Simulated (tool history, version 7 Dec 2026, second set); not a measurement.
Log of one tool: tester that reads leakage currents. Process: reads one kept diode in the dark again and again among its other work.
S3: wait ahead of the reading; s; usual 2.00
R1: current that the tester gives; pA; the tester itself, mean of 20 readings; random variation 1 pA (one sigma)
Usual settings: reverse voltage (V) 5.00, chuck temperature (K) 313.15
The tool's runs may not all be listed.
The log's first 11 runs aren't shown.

{"run": 12, "hour": 2308.7, "reverse voltage (V)": 1.7, "chuck temperature (K)": 313.15, "S3": 2.0, "R1": 226.12}
{"run": 13, "hour": 2554.9, "reverse voltage (V)": 1.7, "chuck temperature (K)": 313.15, "S3": 2.0, "R1": 221.48}
{"run": 14, "hour": 2743.8, "reverse voltage (V)": 5.0, "chuck temperature (K)": 313.15, "S3": 4.5, "R1": 318.37}
{"run": 15, "hour": 2933.3, "reverse voltage (V)": 5.0, "chuck temperature (K)": 313.15, "S3": 4.5, "R1": 316.41}
{"run": 16, "hour": 3174.1, "reverse voltage (V)": 5.0, "chuck temperature (K)": 313.15, "S3": 4.5, "R1": 310.02}
{"run": 17, "hour": 3286.2, "reverse voltage (V)": 5.0, "chuck temperature (K)": 313.15, "S3": 4.5, "R1": 309.29}
{"run": 18, "hour": 3451.0, "reverse voltage (V)": 5.0, "chuck temperature (K)": 299.15, "S3": 3.91, "R1": 92.94}
{"run": 19, "hour": 3617.9, "reverse voltage (V)": 16.6, "chuck temperature (K)": 309.15, "S3": 0.65, "R1": 337.78}
{"run": 20, "hour": 3856.1, "reverse voltage (V)": 16.6, "chuck temperature (K)": 309.15, "S3": 0.65, "R1": 333.39}
{"run": 21, "hour": 3981.0, "reverse voltage (V)": 3.65, "chuck temperature (K)": 316.15, "S3": 0.67, "R1": 345.12}
{"hour": 4059.2, "done": "probe card cleaned and baked"}
{"run": 22, "hour": 4152.8, "reverse voltage (V)": 3.65, "chuck temperature (K)": 316.15, "S3": 1.0, "R1": 339.25}
{"run": 23, "hour": 4306.6, "reverse voltage (V)": 3.65, "chuck temperature (K)": 316.15, "S3": 1.0, "R1": 338.57}
{"run": 24, "hour": 4450.2, "reverse voltage (V)": 5.0, "chuck temperature (K)": 301.15, "S3": 1.92, "R1": 103.37}
{"run": 25, "hour": 4600.1, "reverse voltage (V)": 2.94, "chuck temperature (K)": 327.15, "S3": 0.34, "R1": 746.38}
{"run": 26, "hour": 4809.5, "reverse voltage (V)": 2.94, "chuck temperature (K)": 327.15, "S3": 0.34, "R1": 737.36}
{"hour": 4882.6, "done": "chuck's temperature calibrated"}
{"run": 27, "hour": 5036.7, "reverse voltage (V)": 13.63, "chuck temperature (K)": 313.15, "S3": 2.0, "R1": 471.33}
{"run": 28, "hour": 5253.6, "reverse voltage (V)": 13.63, "chuck temperature (K)": 300.15, "S3": 2.0, "R1": 155.66}
{"run": 29, "hour": 5403.4, "reverse voltage (V)": 13.63, "chuck temperature (K)": 300.15, "S3": 2.0, "R1": 153.23}
{"run": 30, "hour": 5586.3, "reverse voltage (V)": 5.93, "chuck temperature (K)": 324.15, "S3": 4.21, "R1": 834.86}
{"run": 31, "hour": 5758.3, "reverse voltage (V)": 2.07, "chuck temperature (K)": 313.15, "S3": 2.0, "R1": 243.21}
{"run": 32, "hour": 5981.0, "reverse voltage (V)": 5.0, "chuck temperature (K)": 295.15, "S3": 2.0, "R1": 68.15}
{"run": 33, "hour": 6148.9, "reverse voltage (V)": 5.01, "chuck temperature (K)": 295.15, "S3": 0.61, "R1": 69.11}
{"hour": 6180.0, "done": "tester calibrated"}
{"run": 34, "hour": 6354.7, "reverse voltage (V)": 5.0, "chuck temperature (K)": 315.15, "S3": 2.0, "R1": 385.76}

4 ways to go on from here, each from the tool as it stands after run 34. What would each give?
{"run": "A", "hour": 6509.1, "reverse voltage (V)": 5.0, "chuck temperature (K)": 315.15, "S3": 0.42, "R1": "?"}
{"run": "B", "hour": 6509.1, "reverse voltage (V)": 3.97, "chuck temperature (K)": 331.15, "S3": 4.66, "R1": "?"}
{"run": "C", "hour": 6509.1, "reverse voltage (V)": 5.0, "chuck temperature (K)": 315.15, "S3": 2.0, "R1": "?"}
{"run": "D", "hour": 6509.1, "reverse voltage (V)": 5.0, "chuck temperature (K)": 313.15, "S3": 5.24, "R1": "?"}

run=A R1=385.77
run=B R1=1228.79
run=C R1=384.12
run=D R1=325.51
Without the tool's hidden state the same runs would have given:
run=A R1=409.92
run=B R1=1302.10
run=C R1=408.31
run=D R1=346.09
